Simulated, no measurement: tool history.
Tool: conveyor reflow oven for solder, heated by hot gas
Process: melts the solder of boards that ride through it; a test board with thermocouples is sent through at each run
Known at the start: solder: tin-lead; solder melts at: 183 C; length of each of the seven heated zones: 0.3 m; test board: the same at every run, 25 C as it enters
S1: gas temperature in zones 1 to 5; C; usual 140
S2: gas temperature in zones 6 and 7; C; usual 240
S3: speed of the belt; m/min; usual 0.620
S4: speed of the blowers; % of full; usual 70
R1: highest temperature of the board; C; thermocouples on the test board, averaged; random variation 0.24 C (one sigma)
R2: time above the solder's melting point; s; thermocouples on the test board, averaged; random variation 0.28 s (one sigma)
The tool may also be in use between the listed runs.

run 1 hour=0.0 | S1=140 S2=240 S3=0.620 S4=70 | R1=221.3 R2=45.7
run 2 hour=21.2 | S1=140 S2=240 S3=0.620 S4=70 | R1=221.9 R2=46.2
run 3 hour=36.7 | S1=140 S2=240 S3=0.620 S4=70 | R1=220.9 R2=46.0
run 4 hour=65.0 | S1=140 S2=240 S3=0.620 S4=70 | R1=220.8 R2=45.6
-- hour=68.5 thermocouples of zones 6 and 7 changed
run 5 hour=89.6 | S1=140 S2=240 S3=0.620 S4=70 | R1=219.5 R2=45.3
run 6 hour=108.4 | S1=140 S2=240 S3=0.620 S4=68 | R1=218.8 R2=44.9
run 7 hour=124.1 | S1=140 S2=240 S3=0.604 S4=70 | R1=220.4 R2=47.4
run 8 hour=145.1 | S1=140 S2=240 S3=0.604 S4=70 | R1=220.7 R2=47.3
run 9 hour=159.2 | S1=140 S2=240 S3=0.604 S4=70 | R1=220.7 R2=47.3
run 10 hour=173.6 | S1=140 S2=240 S3=0.604 S4=70 | R1=220.4 R2=46.4
run 11 hour=186.8 | S1=140 S2=240 S3=0.604 S4=70 | R1=220.5 R2=46.9
run 12 hour=204.4 | S1=140 S2=240 S3=0.620 S4=70 | R1=219.8 R2=45.0
run 13 hour=227.8 | S1=140 S2=240 S3=0.702 S4=70 | R1=214.9 R2=36.6
-- hour=234.4 belt drive overhauled, speed set with a stopwatch
run 14 hour=257.2 | S1=140 S2=240 S3=0.620 S4=70 | R1=219.7 R2=45.7
-- hour=275.4 flux residue cleaned out of gas plates and filters
run 15 hour=288.5 | S1=140 S2=237 S3=0.620 S4=70 | R1=218.1 R2=45.0
run 16 hour=308.6 | S1=140 S2=237 S3=0.620 S4=70 | R1=218.7 R2=45.1
run 17 hour=323.8 | S1=140 S2=237 S3=0.620 S4=70 | R1=218.2 R2=45.3
run 18 hour=337.8 | S1=140 S2=237 S3=0.620 S4=70 | R1=218.1 R2=45.2

Forecast run 19:
run 19 hour=353.2 | S1=140 S2=240 S3=0.685 S4=78 | R1=? R2=?

{"run 19": {"R1": 218.9, "R2": 40.9}}
Without the tool's hidden state the same run would have given R1 217.9 C, R2 39.5 s.
